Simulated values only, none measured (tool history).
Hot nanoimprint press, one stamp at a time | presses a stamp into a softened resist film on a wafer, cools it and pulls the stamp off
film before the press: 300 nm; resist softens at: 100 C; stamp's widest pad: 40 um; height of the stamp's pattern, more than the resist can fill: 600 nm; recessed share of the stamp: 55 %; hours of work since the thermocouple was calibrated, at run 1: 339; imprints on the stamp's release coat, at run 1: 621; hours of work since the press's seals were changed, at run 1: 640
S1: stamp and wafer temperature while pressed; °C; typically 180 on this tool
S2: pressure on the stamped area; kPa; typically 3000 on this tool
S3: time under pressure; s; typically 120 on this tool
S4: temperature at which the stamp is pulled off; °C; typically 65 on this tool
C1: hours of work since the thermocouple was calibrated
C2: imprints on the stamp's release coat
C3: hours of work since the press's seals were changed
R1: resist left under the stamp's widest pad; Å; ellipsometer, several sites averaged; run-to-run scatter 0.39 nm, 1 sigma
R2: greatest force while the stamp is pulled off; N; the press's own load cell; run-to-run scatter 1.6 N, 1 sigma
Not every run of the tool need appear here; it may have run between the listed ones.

run,hour,S1,S2,S3,S4,C1,C2,C3,R1,R2
1,0,180,3000,120,65,339,621,640,1584,150
2,20.4,180,3000,120,66,353,689,655,1575,150
# hour 41.5: stamp cleaned and given a new release coat
3,47,180,3000,120,66,367,18,669,1578,133
# hour 57.4: plate thermocouple calibrated
4,64.9,180,3000,120,66,5,67,679,1534,133
5,79.8,180,3000,120,66,15,117,689,1532,130
6,95.6,180,3000,120,66,26,169,700,1542,134
# hour 121.6: plate thermocouple calibrated, once more
7,123.3,188,3000,120,66,1,251,717,1209,139
8,143.2,188,3000,120,66,15,317,731,1205,142
9,154.6,188,3000,120,66,23,355,738,1209,142
10,170.9,188,3000,120,66,34,408,750,1206,146
11,188.6,188,3000,120,56,46,467,762,1205,166
12,205.6,183,2360,120,56,58,524,774,1604,170
13,218.4,183,2360,120,56,67,566,782,1595,172
14,237.2,180,3000,120,51,79,628,795,1622,183
15,259.1,180,1950,233,71,94,701,810,1536,143
# hour 269.1: press's hydraulic seals changed and the load cell set to zero
# hour 283.7: stamp cleaned and given a new release coat
16,292,180,2550,198,59,107,28,12,1405,147
17,309.8,180,2550,198,59,120,87,24,1405,147

Measured minus without-hidden-state, run by run (identical run-to-run variation in each term; gauge scatter may differ):
Hidden conditions of the tool in this case: true temperature over the reading, C; pressure that arrives at the usual setting, %; grip of the stamp's worn release coat, % over a new coat's; drift of the gauge itself on residual_nm, %; drift of the gauge itself on pull_off_n, %.
run,R1,R2
1,-11,+15
2,-13,+17
3,-15,-1
4,-52,-2
5,-53,+0
6,-55,+1
7,+34,+6
8,+33,+8
9,+31,+9
10,+30,+11
11,+29,+14
12,+20,+16
13,+19,+17
14,+28,+20
15,+7,+17
16,-30,+0
17,-31,+2
